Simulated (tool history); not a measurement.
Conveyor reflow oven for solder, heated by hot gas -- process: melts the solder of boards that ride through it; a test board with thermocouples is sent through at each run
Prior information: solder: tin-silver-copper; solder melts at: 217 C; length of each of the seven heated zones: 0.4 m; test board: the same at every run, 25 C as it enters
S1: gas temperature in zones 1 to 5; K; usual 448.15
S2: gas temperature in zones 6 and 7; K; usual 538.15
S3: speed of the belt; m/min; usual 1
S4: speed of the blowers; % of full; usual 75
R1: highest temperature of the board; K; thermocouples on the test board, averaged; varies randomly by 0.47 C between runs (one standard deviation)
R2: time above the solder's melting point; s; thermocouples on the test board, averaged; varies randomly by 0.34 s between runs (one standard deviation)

run,day,S1,S2,S3,S4,R1,R2
1,0,448.15,538.15,1,75,517.95,31.7
2,1.338,448.15,538.15,1,75,516.85,30.9
3,2.038,448.15,538.15,1.01,75,517.35,30.9
4,2.625,448.15,538.15,1.01,75,518.55,30.3
5,3.596,445.15,538.15,1.01,75,516.55,30
6,4.829,445.15,538.15,1.01,75,516.25,29.5
7,5.696,445.15,538.15,1.01,75,516.65,29.6
8,6.708,448.15,538.15,1,53,507.45,22.4
9,7.942,448.15,538.15,1,79,518.75,32.3
10,8.867,448.15,534.15,1,75,513.25,29.3
11,10.004,448.15,534.15,1,75,514.05,29
12,11.308,448.15,534.15,1,75,513.25,29
13,12.388,448.15,538.15,0.96,75,519.05,32.9
14,13.504,448.15,538.15,0.96,75,517.55,33.6
15,14.212,448.15,538.15,0.96,75,517.95,32.8
16,15.538,447.15,547.15,0.89,83,530.55,42.9
17,16.817,448.15,531.15,1,88,514.05,30.9
# day 17.129: flux residue cleaned out of gas plates and filters
18,18.246,448.15,531.15,1,88,514.05,29.9
19,19.204,448.15,529.15,1.07,75,506.15,21.1
20,20.35,447.15,531.15,1.06,61,502.35,15.8
21,20.933,448.15,551.15,1,89,530.15,38
22,21.542,449.15,551.15,0.93,89,533.15,42
23,22.308,448.15,538.15,0.99,75,515.45,30
24,22.9,462.15,529.15,1.09,54,500.35,16.1
# day 23.417: flux residue cleaned out of gas plates and filters, once more
25,24.033,462.15,529.15,1.09,61,506.15,22.1
# day 25.3: thermocouples of zones 6 and 7 changed
26,25.454,435.15,529.15,1.09,61,500.15,11.8
27,26.346,435.15,529.15,1.09,61,500.35,11.7
28,27.675,435.15,529.15,1.08,61,500.75,12.6
29,29.062,434.15,537.15,1.07,75,512.85,23.8
30,30.375,434.15,537.15,1.07,75,513.25,23.6

The logged runs with the hidden state left out (each run's random variation unchanged):
Hidden state present: heat that the gas passes to the board, % of a clean oven's; belt's true speed, % of the reading; true gas temperature in zones 6 and 7 over the reading, C; drift of the gauge itself on peak_c, C; drift of the gauge itself on liquid_s, %.
run,R1,R2
1,519.95,32.8
2,518.95,32.1
3,519.45,32.1
4,520.65,31.6
5,518.75,31.3
6,518.65,30.9
7,519.05,31.1
8,509.65,24.2
9,521.35,33.8
10,515.85,31
11,516.75,30.8
12,516.05,30.9
13,521.95,34.6
14,520.55,35.4
15,521.05,34.6
16,533.85,44.2
17,517.35,33
18,518.15,32.7
19,510.25,24.6
20,506.35,19.8
21,534.85,39.9
22,537.75,43.7
23,519.85,32.9
24,504.05,20.4
25,508.25,23.8
26,499.85,11.6
27,500.25,11.4
28,500.65,12.5
29,512.95,23.7
30,513.45,23.7
